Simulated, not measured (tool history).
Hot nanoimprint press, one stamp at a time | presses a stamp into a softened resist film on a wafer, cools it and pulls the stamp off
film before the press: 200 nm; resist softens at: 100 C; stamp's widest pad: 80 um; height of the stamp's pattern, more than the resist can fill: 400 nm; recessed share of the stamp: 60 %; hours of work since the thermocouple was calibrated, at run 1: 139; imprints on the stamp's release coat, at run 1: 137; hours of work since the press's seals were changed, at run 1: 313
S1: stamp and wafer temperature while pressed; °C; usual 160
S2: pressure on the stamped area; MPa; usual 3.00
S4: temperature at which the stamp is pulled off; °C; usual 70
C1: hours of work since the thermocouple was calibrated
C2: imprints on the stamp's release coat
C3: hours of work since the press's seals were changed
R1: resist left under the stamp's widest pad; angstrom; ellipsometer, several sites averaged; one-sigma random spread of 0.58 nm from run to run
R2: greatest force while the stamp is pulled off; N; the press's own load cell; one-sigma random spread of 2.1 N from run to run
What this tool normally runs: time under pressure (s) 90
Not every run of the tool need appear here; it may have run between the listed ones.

Run 1, hour 0.0: usual settings; C1 139; C2 137; C3 313. Result: R1 1090 angstrom, R2 102 N.
Run 2, hour 21.3: usual settings but time under pressure (s) 156; C1 156; C2 199; C3 330. Result: R1 891 angstrom, R2 102 N.
Run 3, hour 36.0: usual settings but time under pressure (s) 156; C1 168; C2 242; C3 342. Result: R1 891 angstrom, R2 105 N.
Run 4, hour 55.9: usual settings but time under pressure (s) 156; C1 184; C2 301; C3 357. Result: R1 889 angstrom, R2 106 N.
Run 5, hour 75.3: usual settings but time under pressure (s) 156; C1 199; C2 357; C3 373. Result: R1 899 angstrom, R2 110 N.
Run 6, hour 92.5: usual settings but time under pressure (s) 156; C1 213; C2 408; C3 387. Result: R1 891 angstrom, R2 108 N.
Run 7, hour 111.3: usual settings but time under pressure (s) 156; C1 228; C2 463; C3 402. Result: R1 905 angstrom, R2 111 N.
Run 8, hour 129.7: usual settings but time under pressure (s) 156; C1 242; C2 517; C3 416. Result: R1 904 angstrom, R2 109 N.
At hour 133.8: plate thermocouple calibrated.
Run 9, hour 147.1: usual settings but time under pressure (s) 156; C1 11; C2 559; C3 428. Result: R1 911 angstrom, R2 112 N.
Run 10, hour 166.0: usual settings but S1 151 °C, S2 2.69 MPa, time under pressure (s) 103; C1 26; C2 614; C3 443. Result: R1 1490 angstrom, R2 118 N.
Run 11, hour 180.2: usual settings but S2 1.86 MPa, S4 77 °C; C1 37; C2 656; C3 454. Result: R1 1320 angstrom, R2 109 N.
Run 12, hour 193.0: usual settings but S2 4.11 MPa, S4 61 °C; C1 47; C2 693; C3 464. Result: R1 999 angstrom, R2 125 N.
Run 13, hour 211.3: usual settings but S2 4.11 MPa, S4 61 °C; C1 62; C2 747; C3 479. Result: R1 992 angstrom, R2 128 N.
At hour 237.3: stamp cleaned and given a new release coat.
At hour 241.7: plate thermocouple calibrated, once more.
Run 14, hour 242.5: usual settings but S2 2.39 MPa, time under pressure (s) 75, S4 69 °C; C1 1; C2 6; C3 497. Result: R1 1230 angstrom, R2 101 N.
Run 15, hour 264.1: usual settings but time under pressure (s) 81; C1 18; C2 69; C3 514. Result: R1 1118 angstrom, R2 99 N.

Forecast each of these 5 alternatives for the next run:
Run A, hour 275.6: usual settings but S1 154 °C, S2 2.88 MPa, time under pressure (s) 121; C1 27; C2 103; C3 523. Result: R1 ?, R2 ?.
Run B, hour 275.6: usual settings but S4 76 °C; C1 27; C2 103; C3 523. Result: R1 ?, R2 ?.
Run C, hour 275.6: usual settings but S2 2.57 MPa, time under pressure (s) 81; C1 27; C2 103; C3 523. Result: R1 ?, R2 ?.
Run D, hour 275.6: usual settings but time under pressure (s) 81, S4 56 °C; C1 27; C2 103; C3 523. Result: R1 ?, R2 ?.
Run E, hour 275.6: usual settings but S2 1.85 MPa, time under pressure (s) 66; C1 27; C2 103; C3 523. Result: R1 ?, R2 ?.

run    R1   R2
  A  1234  105
  B  1082   94
  C  1176  106
  D  1129  120
  E  1396   99
With no hidden state in the tool, these same runs would have given:
run    R1   R2
  A  1221  103
  B  1068   92
  C  1165  104
  D  1115  118
  E  1388   97

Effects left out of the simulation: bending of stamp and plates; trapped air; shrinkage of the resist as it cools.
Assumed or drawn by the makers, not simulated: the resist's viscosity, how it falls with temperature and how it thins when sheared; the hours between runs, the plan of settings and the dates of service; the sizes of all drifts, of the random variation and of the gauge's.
